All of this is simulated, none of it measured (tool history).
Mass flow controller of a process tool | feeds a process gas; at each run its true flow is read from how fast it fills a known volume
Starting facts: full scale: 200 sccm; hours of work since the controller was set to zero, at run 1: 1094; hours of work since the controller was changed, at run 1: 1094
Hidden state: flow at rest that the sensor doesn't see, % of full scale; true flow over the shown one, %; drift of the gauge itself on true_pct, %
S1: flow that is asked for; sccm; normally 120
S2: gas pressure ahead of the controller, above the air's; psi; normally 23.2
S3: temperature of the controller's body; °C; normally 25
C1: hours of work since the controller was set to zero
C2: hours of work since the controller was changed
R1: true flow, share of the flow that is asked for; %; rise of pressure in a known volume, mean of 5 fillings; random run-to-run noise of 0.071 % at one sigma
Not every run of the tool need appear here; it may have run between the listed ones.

run 1 hour=0.0 | S1=120 S2=23.2 S3=25 | C1=1094 C2=1094 | R1=100.55
run 2 hour=134.1 | S1=120 S2=23.2 S3=25 | C1=1160 C2=1160 | R1=100.68
run 3 hour=205.6 | S1=120 S2=23.2 S3=25 | C1=1195 C2=1195 | R1=100.53
run 4 hour=340.4 | S1=120 S2=23.2 S3=23 | C1=1260 C2=1260 | R1=100.45
run 5 hour=453.7 | S1=132 S2=23.2 S3=25 | C1=1316 C2=1316 | R1=100.64
run 6 hour=550.9 | S1=120 S2=23.2 S3=25 | C1=1363 C2=1363 | R1=100.61
run 7 hour=671.9 | S1=70 S2=23.2 S3=25 | C1=1422 C2=1422 | R1=100.88
run 8 hour=810.5 | S1=70 S2=23.2 S3=31 | C1=1490 C2=1490 | R1=101.46
run 9 hour=916.3 | S1=70 S2=23.2 S3=28 | C1=1541 C2=1541 | R1=101.28
run 10 hour=1010.4 | S1=120 S2=23.2 S3=25 | C1=1587 C2=1587 | R1=101.02
run 11 hour=1140.5 | S1=120 S2=23.2 S3=25 | C1=1651 C2=1651 | R1=100.97
run 12 hour=1230.4 | S1=120 S2=23.2 S3=25 | C1=1694 C2=1694 | R1=101.11
run 13 hour=1337.7 | S1=120 S2=23.2 S3=25 | C1=1747 C2=1747 | R1=101.16
run 14 hour=1438.0 | S1=120 S2=23.9 S3=30 | C1=1796 C2=1796 | R1=101.54
run 15 hour=1564.5 | S1=120 S2=23.9 S3=30 | C1=1858 C2=1858 | R1=101.56
run 16 hour=1678.0 | S1=175 S2=35.1 S3=31 | C1=1913 C2=1913 | R1=101.92
run 17 hour=1785.9 | S1=128 S2=29.3 S3=24 | C1=1965 C2=1965 | R1=101.37
run 18 hour=1865.8 | S1=128 S2=29.3 S3=24 | C1=2004 C2=2004 | R1=101.25
run 19 hour=1978.1 | S1=78 S2=20.5 S3=26 | C1=2059 C2=2059 | R1=101.56
run 20 hour=2089.2 | S1=27 S2=23.2 S3=25 | C1=2113 C2=2113 | R1=103.27
run 21 hour=2220.1 | S1=58 S2=23.2 S3=34 | C1=2177 C2=2177 | R1=102.78
run 22 hour=2351.3 | S1=20 S2=29.4 S3=28 | C1=2241 C2=2241 | R1=104.76
run 23 hour=2436.9 | S1=80 S2=29.9 S3=25 | C1=2283 C2=2283 | R1=101.84
run 24 hour=2507.0 | S1=80 S2=34.7 S3=25 | C1=2317 C2=2317 | R1=102.01

What will run 25 give?
run 25 hour=2580.0 | S1=89 S2=35.4 S3=37 | C1=2353 C2=2353 | R1=?

R1: 102.87 %
Without the tool's hidden state the same run would have given R1 100.63 %.
